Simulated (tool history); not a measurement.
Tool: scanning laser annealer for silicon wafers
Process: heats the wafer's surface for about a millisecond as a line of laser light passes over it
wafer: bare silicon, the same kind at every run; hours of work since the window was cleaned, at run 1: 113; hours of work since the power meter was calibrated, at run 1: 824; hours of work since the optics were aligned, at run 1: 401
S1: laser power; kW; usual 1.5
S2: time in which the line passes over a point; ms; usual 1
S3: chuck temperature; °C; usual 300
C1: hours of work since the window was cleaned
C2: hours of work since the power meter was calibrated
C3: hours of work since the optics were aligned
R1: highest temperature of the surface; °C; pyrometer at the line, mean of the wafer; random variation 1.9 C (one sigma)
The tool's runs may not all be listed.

| run | hour | S1 | S2 | S3 | C1 | C2 | C3 | R1 |
|---|---|---|---|---|---|---|---|---|
| 1 | 0 | 1.5 | 1 | 300 | 113 | 824 | 401 | 1088 |
| 2 | 68.1 | 1.5 | 1 | 300 | 140 | 852 | 429 | 1085 |
| 3 | 111.8 | 1.5 | 1 | 297 | 158 | 870 | 446 | 1082 |
| 4 | 191 | 1.5 | 1 | 300 | 190 | 902 | 478 | 1083 |
| 5 | 264.2 | 1.5 | 1 | 300 | 220 | 931 | 508 | 1079 |
| 6 | 312.2 | 1.5 | 1 | 300 | 239 | 951 | 527 | 1079 |
| 7 | 379.2 | 1.5 | 1 | 300 | 266 | 978 | 555 | 1084 |
| 8 | 458 | 1.5 | 1 | 300 | 298 | 1010 | 587 | 1080 |
| 9 | 507 | 1.558 | 0.71 | 300 | 318 | 1030 | 606 | 996 |
| 10 | 552.7 | 1.572 | 1 | 300 | 337 | 1048 | 625 | 1117 |
| 11 | 586.1 | 1.572 | 1.2 | 315 | 350 | 1062 | 638 | 1201 |
| 12 | 665 | 1.572 | 1.2 | 269 | 382 | 1094 | 670 | 1152 |

The next listed run, before its measurement:
| 13 | 722.5 | 1.468 | 1.2 | 275 | 405 | 1117 | 694 | ? |

{"run 13": {"R1": 1094}}
Without the tool's hidden state the same run would have given R1 1122 °C.
